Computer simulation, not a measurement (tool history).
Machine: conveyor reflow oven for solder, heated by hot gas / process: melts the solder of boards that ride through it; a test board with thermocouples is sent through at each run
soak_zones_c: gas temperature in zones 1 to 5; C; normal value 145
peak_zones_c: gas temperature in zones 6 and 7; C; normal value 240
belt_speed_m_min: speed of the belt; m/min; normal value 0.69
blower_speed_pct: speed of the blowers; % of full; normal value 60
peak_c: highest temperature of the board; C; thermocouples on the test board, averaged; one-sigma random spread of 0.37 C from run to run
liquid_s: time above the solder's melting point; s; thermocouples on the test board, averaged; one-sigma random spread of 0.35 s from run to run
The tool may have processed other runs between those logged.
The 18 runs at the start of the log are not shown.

run	hour	soak_zones_c	peak_zones_c	belt_speed_m_min	blower_speed_pct	hours of work since the flux was cleaned out	hours of work since the belt drive was overhauled	hours of work since the thermocouples were changed	peak_c	liquid_s
19	367.1	134	239	0.583	56	270	51	153	219.8	54.2
20	390.6	145	250	0.69	55	282	62	164	224.7	51
21	402.3	135	255	0.599	60	287	68	170	234.5	62.2
# hour 420.6: flux residue cleaned out of gas plates and filters
22	427	150	255	0.599	50	3	78	179	236.5	67.1
23	438.8	150	255	0.599	50	9	83	185	235.8	67.3
24	453.2	145	230	0.757	81	16	90	192	215.1	42.2
25	473.3	145	230	0.757	81	26	100	202	214.9	42.5
26	497.4	146	240	0.604	56	37	112	214	223.8	59.8
27	518	146	240	0.604	56	47	122	223	223.7	58.9
28	540.8	146	240	0.604	56	58	133	235	224.1	59
29	553.7	149	238	0.795	60	65	139	241	214.5	39.8
30	572.1	156	249	0.69	60	74	148	250	230.2	56.5
31	583.4	145	248	0.566	60	79	153	255	233.4	68.3

Predict each of these 4 candidate next runs independently; none follows another, all start after run 31:
A	601.1	145	240	0.585	60	88	162	264	?	?
B	601.1	145	241	0.69	60	88	162	264	?	?
C	601.1	152	248	0.657	62	88	162	264	?	?
D	601.1	136	240	0.736	60	88	162	264	?	?

run	peak_c	liquid_s
A	225.8	61.8
B	221	49.9
C	231.9	60.1
D	215.7	40.8
Had the tool no hidden state, the same runs would have come out as:
run	peak_c	liquid_s
A	226.1	61.8
B	221.5	50.1
C	232.4	60.1
D	216.4	41.2
